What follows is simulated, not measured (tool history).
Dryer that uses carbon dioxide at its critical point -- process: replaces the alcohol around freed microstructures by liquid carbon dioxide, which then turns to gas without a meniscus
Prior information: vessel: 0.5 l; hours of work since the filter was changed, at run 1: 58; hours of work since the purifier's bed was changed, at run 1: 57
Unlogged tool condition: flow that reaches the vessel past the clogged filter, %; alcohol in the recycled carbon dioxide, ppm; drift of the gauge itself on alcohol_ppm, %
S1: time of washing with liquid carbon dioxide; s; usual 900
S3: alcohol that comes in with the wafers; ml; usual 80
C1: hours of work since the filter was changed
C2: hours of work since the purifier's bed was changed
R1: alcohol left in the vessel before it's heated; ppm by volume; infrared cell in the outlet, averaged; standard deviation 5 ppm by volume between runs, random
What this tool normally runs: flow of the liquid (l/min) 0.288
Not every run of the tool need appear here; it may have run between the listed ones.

{"run": 1, "hour": 0.0, "S1": 900, "flow of the liquid (l/min)": 0.288, "S3": 80, "C1": 58, "C2": 57, "R1": 53}
{"run": 2, "hour": 13.3, "S1": 900, "flow of the liquid (l/min)": 0.288, "S3": 80, "C1": 63, "C2": 62, "R1": 52}
{"run": 3, "hour": 25.0, "S1": 900, "flow of the liquid (l/min)": 0.288, "S3": 80, "C1": 67, "C2": 66, "R1": 56}
{"run": 4, "hour": 34.2, "S1": 900, "flow of the liquid (l/min)": 0.288, "S3": 80, "C1": 71, "C2": 69, "R1": 62}
{"run": 5, "hour": 44.2, "S1": 900, "flow of the liquid (l/min)": 0.246, "S3": 80, "C1": 75, "C2": 73, "R1": 171}
{"run": 6, "hour": 57.7, "S1": 720, "flow of the liquid (l/min)": 0.288, "S3": 80, "C1": 80, "C2": 78, "R1": 271}
{"run": 7, "hour": 64.4, "S1": 900, "flow of the liquid (l/min)": 0.22, "S3": 80, "C1": 82, "C2": 81, "R1": 339}
{"run": 8, "hour": 78.1, "S1": 900, "flow of the liquid (l/min)": 0.22, "S3": 80, "C1": 87, "C2": 86, "R1": 348}
{"run": 9, "hour": 91.0, "S1": 900, "flow of the liquid (l/min)": 0.22, "S3": 80, "C1": 92, "C2": 91, "R1": 346}
{"run": 10, "hour": 100.7, "S1": 900, "flow of the liquid (l/min)": 0.22, "S3": 80, "C1": 96, "C2": 94, "R1": 346}
{"run": 11, "hour": 109.6, "S1": 900, "flow of the liquid (l/min)": 0.22, "S3": 80, "C1": 99, "C2": 97, "R1": 354}
{"run": 12, "hour": 118.3, "S1": 1200, "flow of the liquid (l/min)": 0.288, "S3": 80, "C1": 102, "C2": 101, "R1": 23}
{"run": 13, "hour": 127.3, "S1": 1200, "flow of the liquid (l/min)": 0.288, "S3": 80, "C1": 105, "C2": 104, "R1": 21}
{"run": 14, "hour": 133.6, "S1": 1200, "flow of the liquid (l/min)": 0.288, "S3": 80, "C1": 108, "C2": 106, "R1": 31}
{"run": 15, "hour": 140.3, "S1": 1200, "flow of the liquid (l/min)": 0.288, "S3": 80, "C1": 110, "C2": 109, "R1": 25}
{"run": 16, "hour": 148.9, "S1": 900, "flow of the liquid (l/min)": 0.251, "S3": 93, "C1": 114, "C2": 112, "R1": 180}
{"run": 17, "hour": 161.4, "S1": 900, "flow of the liquid (l/min)": 0.234, "S3": 93, "C1": 118, "C2": 117, "R1": 291}
{"run": 18, "hour": 171.5, "S1": 900, "flow of the liquid (l/min)": 0.234, "S3": 93, "C1": 122, "C2": 120, "R1": 293}
{"run": 19, "hour": 183.7, "S1": 720, "flow of the liquid (l/min)": 0.207, "S3": 100, "C1": 126, "C2": 125, "R1": 1984}
{"run": 20, "hour": 196.7, "S1": 720, "flow of the liquid (l/min)": 0.207, "S3": 100, "C1": 131, "C2": 130, "R1": 1918}
{"run": 21, "hour": 203.5, "S1": 1020, "flow of the liquid (l/min)": 0.46, "S3": 119, "C1": 134, "C2": 132, "R1": 26}
{"run": 22, "hour": 209.1, "S1": 900, "flow of the liquid (l/min)": 0.255, "S3": 22, "C1": 136, "C2": 134, "R1": 49}
{"run": 23, "hour": 218.0, "S1": 900, "flow of the liquid (l/min)": 0.255, "S3": 22, "C1": 139, "C2": 138, "R1": 52}
{"run": 24, "hour": 227.1, "S1": 960, "flow of the liquid (l/min)": 0.177, "S3": 44, "C1": 143, "C2": 141, "R1": 471}
{"run": 25, "hour": 233.0, "S1": 720, "flow of the liquid (l/min)": 0.177, "S3": 94, "C1": 145, "C2": 143, "R1": 3591}
{"run": 26, "hour": 245.4, "S1": 780, "flow of the liquid (l/min)": 0.288, "S3": 80, "C1": 149, "C2": 148, "R1": 183}
{"run": 27, "hour": 255.1, "S1": 780, "flow of the liquid (l/min)": 0.279, "S3": 29, "C1": 153, "C2": 152, "R1": 101}

What if the next run were any one of these 4? Each begins from the tool's condition after run 27:
{"run": "A", "hour": 263.0, "S1": 780, "flow of the liquid (l/min)": 0.279, "S3": 100, "C1": 156, "C2": 154, "R1": "?"}
{"run": "B", "hour": 263.0, "S1": 1020, "flow of the liquid (l/min)": 0.314, "S3": 71, "C1": 156, "C2": 154, "R1": "?"}
{"run": "C", "hour": 263.0, "S1": 780, "flow of the liquid (l/min)": 0.464, "S3": 29, "C1": 156, "C2": 154, "R1": "?"}
{"run": "D", "hour": 263.0, "S1": 780, "flow of the liquid (l/min)": 0.192, "S3": 20, "C1": 156, "C2": 154, "R1": "?"}

run=A R1=276
run=B R1=29
run=C R1=25
run=D R1=408
The same runs, with their run-to-run variation unchanged, on a tool lacking any hidden condition would have given:
run=A R1=205
run=B R1=10
run=C R1=9
run=D R1=332

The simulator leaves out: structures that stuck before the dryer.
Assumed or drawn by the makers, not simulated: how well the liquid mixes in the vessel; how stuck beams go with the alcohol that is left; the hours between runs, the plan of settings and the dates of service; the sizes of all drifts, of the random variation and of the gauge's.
